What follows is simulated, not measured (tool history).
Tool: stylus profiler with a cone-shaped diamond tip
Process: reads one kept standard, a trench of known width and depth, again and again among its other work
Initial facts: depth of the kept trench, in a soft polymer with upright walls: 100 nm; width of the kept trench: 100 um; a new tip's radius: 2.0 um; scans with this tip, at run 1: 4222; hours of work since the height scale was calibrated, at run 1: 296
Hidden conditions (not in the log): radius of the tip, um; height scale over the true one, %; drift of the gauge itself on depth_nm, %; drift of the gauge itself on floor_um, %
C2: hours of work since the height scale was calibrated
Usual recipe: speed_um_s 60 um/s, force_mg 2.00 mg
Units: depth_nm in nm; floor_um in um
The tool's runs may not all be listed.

run 1 hour=0.0 | speed_um_s=60 force_mg=2.00 | scans_with_this_tip=4222 C2=296 | depth_nm=101.52 floor_um=98.14
run 2 hour=19.7 | speed_um_s=60 force_mg=2.00 | scans_with_this_tip=4389 C2=308 | depth_nm=101.54 floor_um=98.17
run 3 hour=38.3 | speed_um_s=224 force_mg=2.00 | scans_with_this_tip=4547 C2=319 | depth_nm=101.32 floor_um=97.28
run 4 hour=54.9 | speed_um_s=224 force_mg=3.24 | scans_with_this_tip=4688 C2=329 | depth_nm=101.87 floor_um=97.55
run 5 hour=72.9 | speed_um_s=60 force_mg=1.02 | scans_with_this_tip=4840 C2=340 | depth_nm=101.05 floor_um=98.06
run 6 hour=91.4 | speed_um_s=60 force_mg=1.02 | scans_with_this_tip=4997 C2=351 | depth_nm=101.05 floor_um=97.98
run 7 hour=101.5 | speed_um_s=60 force_mg=1.02 | scans_with_this_tip=5083 C2=357 | depth_nm=100.96 floor_um=98.07
run 8 hour=119.5 | speed_um_s=60 force_mg=2.00 | scans_with_this_tip=5235 C2=367 | depth_nm=101.59 floor_um=98.10
run 9 hour=135.7 | speed_um_s=60 force_mg=2.00 | scans_with_this_tip=5373 C2=377 | depth_nm=101.31 floor_um=98.16
run 10 hour=149.3 | speed_um_s=60 force_mg=2.00 | scans_with_this_tip=5487 C2=385 | depth_nm=101.38 floor_um=98.17
run 11 hour=166.2 | speed_um_s=60 force_mg=2.00 | scans_with_this_tip=5631 C2=395 | depth_nm=101.41 floor_um=98.12
run 12 hour=185.8 | speed_um_s=60 force_mg=2.00 | scans_with_this_tip=5798 C2=407 | depth_nm=101.59 floor_um=98.13
run 13 hour=195.4 | speed_um_s=21 force_mg=1.99 | scans_with_this_tip=5879 C2=413 | depth_nm=101.31 floor_um=98.33
run 14 hour=214.2 | speed_um_s=209 force_mg=1.29 | scans_with_this_tip=6038 C2=424 | depth_nm=101.15 floor_um=97.02
run 15 hour=224.6 | speed_um_s=17 force_mg=3.99 | scans_with_this_tip=6126 C2=430 | depth_nm=102.05 floor_um=98.39
-- hour=226.4 height scale calibrated on a step standard
run 16 hour=235.8 | speed_um_s=17 force_mg=3.99 | scans_with_this_tip=6217 C2=6 | depth_nm=102.29 floor_um=98.38
run 17 hour=250.9 | speed_um_s=17 force_mg=3.99 | scans_with_this_tip=6345 C2=15 | depth_nm=102.18 floor_um=98.32
-- hour=253.9 height scale calibrated on a step standard, once more
run 18 hour=267.7 | speed_um_s=118 force_mg=0.97 | scans_with_this_tip=6483 C2=8 | depth_nm=100.89 floor_um=97.47
run 19 hour=275.8 | speed_um_s=70 force_mg=2.64 | scans_with_this_tip=6552 C2=13 | depth_nm=101.71 floor_um=98.06
run 20 hour=293.0 | speed_um_s=35 force_mg=4.58 | scans_with_this_tip=6698 C2=23 | depth_nm=102.30 floor_um=98.27
run 21 hour=310.8 | speed_um_s=31 force_mg=2.12 | scans_with_this_tip=6849 C2=34 | depth_nm=101.53 floor_um=98.17
run 22 hour=320.1 | speed_um_s=130 force_mg=0.92 | scans_with_this_tip=6928 C2=39 | depth_nm=100.92 floor_um=97.35
run 23 hour=338.5 | speed_um_s=62 force_mg=2.00 | scans_with_this_tip=7084 C2=50 | depth_nm=101.32 floor_um=98.08
run 24 hour=357.3 | speed_um_s=101 force_mg=1.30 | scans_with_this_tip=7242 C2=61 | depth_nm=101.05 floor_um=97.67

Consider 5 possible next runs. They are alternatives, not a sequence: every one starts from the tool as it was left by run 24. What does each give?
run A hour=366.2 | speed_um_s=28 force_mg=0.68 | scans_with_this_tip=7318 C2=67 | depth_nm=? floor_um=?
run B hour=366.2 | speed_um_s=32 force_mg=2.55 | scans_with_this_tip=7318 C2=67 | depth_nm=? floor_um=?
run C hour=366.2 | speed_um_s=118 force_mg=3.27 | scans_with_this_tip=7318 C2=67 | depth_nm=? floor_um=?
run D hour=366.2 | speed_um_s=142 force_mg=1.16 | scans_with_this_tip=7318 C2=67 | depth_nm=? floor_um=?
run E hour=366.2 | speed_um_s=51 force_mg=2.36 | scans_with_this_tip=7318 C2=67 | depth_nm=? floor_um=?

run=A depth_nm=100.71 floor_um=98.08
run=B depth_nm=101.67 floor_um=98.19
run=C depth_nm=101.62 floor_um=97.89
run=D depth_nm=100.83 floor_um=97.38
run=E depth_nm=101.40 floor_um=98.06
Without the tool's unlogged condition, the same runs would have read:
run=A depth_nm=100.66 floor_um=98.45
run=B depth_nm=101.62 floor_um=98.57
run=C depth_nm=101.57 floor_um=98.26
run=D depth_nm=100.78 floor_um=97.76
run=E depth_nm=101.35 floor_um=98.43
